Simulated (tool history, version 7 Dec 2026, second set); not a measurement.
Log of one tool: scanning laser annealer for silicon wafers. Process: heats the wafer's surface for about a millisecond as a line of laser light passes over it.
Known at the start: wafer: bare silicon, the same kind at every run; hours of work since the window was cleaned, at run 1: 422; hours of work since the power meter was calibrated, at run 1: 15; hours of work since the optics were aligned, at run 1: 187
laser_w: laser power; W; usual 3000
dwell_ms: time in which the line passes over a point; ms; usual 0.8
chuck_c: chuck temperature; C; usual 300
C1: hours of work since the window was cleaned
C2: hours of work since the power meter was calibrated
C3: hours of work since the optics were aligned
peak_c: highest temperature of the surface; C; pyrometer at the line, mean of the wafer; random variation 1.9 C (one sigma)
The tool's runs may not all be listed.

{"run": 1, "hour": 0.0, "laser_w": 3000, "dwell_ms": 0.8, "chuck_c": 300, "C1": 422, "C2": 15, "C3": 187, "peak_c": 1127}
{"run": 2, "hour": 32.3, "laser_w": 3000, "dwell_ms": 0.8, "chuck_c": 300, "C1": 445, "C2": 38, "C3": 209, "peak_c": 1129}
{"run": 3, "hour": 58.3, "laser_w": 3000, "dwell_ms": 0.8, "chuck_c": 300, "C1": 463, "C2": 56, "C3": 228, "peak_c": 1134}
{"run": 4, "hour": 83.7, "laser_w": 3000, "dwell_ms": 0.8, "chuck_c": 330, "C1": 481, "C2": 74, "C3": 246, "peak_c": 1157}
{"run": 5, "hour": 110.3, "laser_w": 3239, "dwell_ms": 0.8, "chuck_c": 300, "C1": 500, "C2": 93, "C3": 265, "peak_c": 1201}
{"run": 6, "hour": 133.0, "laser_w": 3239, "dwell_ms": 0.8, "chuck_c": 300, "C1": 516, "C2": 109, "C3": 281, "peak_c": 1205}
{"run": 7, "hour": 157.0, "laser_w": 3000, "dwell_ms": 0.8, "chuck_c": 300, "C1": 533, "C2": 126, "C3": 298, "peak_c": 1130}
{"run": 8, "hour": 174.5, "laser_w": 3298, "dwell_ms": 0.8, "chuck_c": 300, "C1": 545, "C2": 138, "C3": 310, "peak_c": 1220}
{"run": 9, "hour": 200.5, "laser_w": 3298, "dwell_ms": 0.8, "chuck_c": 300, "C1": 564, "C2": 157, "C3": 328, "peak_c": 1220}
{"run": 10, "hour": 239.6, "laser_w": 3236, "dwell_ms": 0.8, "chuck_c": 300, "C1": 591, "C2": 184, "C3": 356, "peak_c": 1198}
{"run": 11, "hour": 261.0, "laser_w": 3000, "dwell_ms": 0.8, "chuck_c": 279, "C1": 606, "C2": 200, "C3": 371, "peak_c": 1103}
{"run": 12, "hour": 298.6, "laser_w": 3000, "dwell_ms": 0.8, "chuck_c": 279, "C1": 633, "C2": 226, "C3": 398, "peak_c": 1102}
{"run": 13, "hour": 327.5, "laser_w": 2882, "dwell_ms": 0.8, "chuck_c": 279, "C1": 654, "C2": 247, "C3": 418, "peak_c": 1066}
{"run": 14, "hour": 351.2, "laser_w": 2774, "dwell_ms": 0.802, "chuck_c": 300, "C1": 670, "C2": 263, "C3": 435, "peak_c": 1054}
{"run": 15, "hour": 393.0, "laser_w": 2781, "dwell_ms": 0.8, "chuck_c": 298, "C1": 700, "C2": 293, "C3": 465, "peak_c": 1054}
{"run": 16, "hour": 419.1, "laser_w": 2822, "dwell_ms": 0.8, "chuck_c": 289, "C1": 718, "C2": 312, "C3": 483, "peak_c": 1055}
{"hour": 424.6, "done": "laser's power meter calibrated"}
{"run": 17, "hour": 440.4, "laser_w": 2822, "dwell_ms": 0.8, "chuck_c": 289, "C1": 731, "C2": 11, "C3": 496, "peak_c": 1057}
{"run": 18, "hour": 457.8, "laser_w": 3196, "dwell_ms": 0.885, "chuck_c": 339, "C1": 744, "C2": 23, "C3": 508, "peak_c": 1274}
{"run": 19, "hour": 487.3, "laser_w": 2575, "dwell_ms": 0.955, "chuck_c": 264, "C1": 765, "C2": 44, "C3": 529, "peak_c": 1028}
{"run": 20, "hour": 504.9, "laser_w": 3170, "dwell_ms": 0.8, "chuck_c": 300, "C1": 777, "C2": 57, "C3": 542, "peak_c": 1173}
{"run": 21, "hour": 523.2, "laser_w": 3170, "dwell_ms": 0.8, "chuck_c": 300, "C1": 790, "C2": 70, "C3": 555, "peak_c": 1172}
{"run": 22, "hour": 553.1, "laser_w": 2904, "dwell_ms": 0.8, "chuck_c": 300, "C1": 811, "C2": 91, "C3": 576, "peak_c": 1089}
{"hour": 568.2, "done": "laser's power meter calibrated, once more"}
{"run": 23, "hour": 577.8, "laser_w": 3043, "dwell_ms": 0.8, "chuck_c": 300, "C1": 826, "C2": 7, "C3": 591, "peak_c": 1129}
{"run": 24, "hour": 607.8, "laser_w": 3043, "dwell_ms": 0.8, "chuck_c": 300, "C1": 848, "C2": 28, "C3": 612, "peak_c": 1128}
{"run": 25, "hour": 629.4, "laser_w": 3043, "dwell_ms": 0.8, "chuck_c": 300, "C1": 863, "C2": 43, "C3": 628, "peak_c": 1126}

Hidden state or all else? Some run-to-run changes of peak_c, split into what the settings, what came in and random variation would give without the hidden state, and what is left for the hidden state (with any gauge scatter that isn't in both results):
The hidden state here: light that passes the window, % of a clean one's; laser's true power over the reading, %; width of the line over the set one, %; drift of the gauge itself on peak_c, C.
Run 17 -> 18: laser_w 2822 -> 3196, dwell_ms 0.8 -> 0.885, chuck_c 289 -> 339. peak_c +217 C: hidden state -3, all else +220.
Run 18 -> 19: laser_w 3196 -> 2575, dwell_ms 0.885 -> 0.955, chuck_c 339 -> 264. peak_c -246 C: hidden state +2, all else -248.
Run 22 -> 23: laser_w 2904 -> 3043, laser's power meter calibrated, once more. peak_c +40 C: hidden state -6, all else +46.
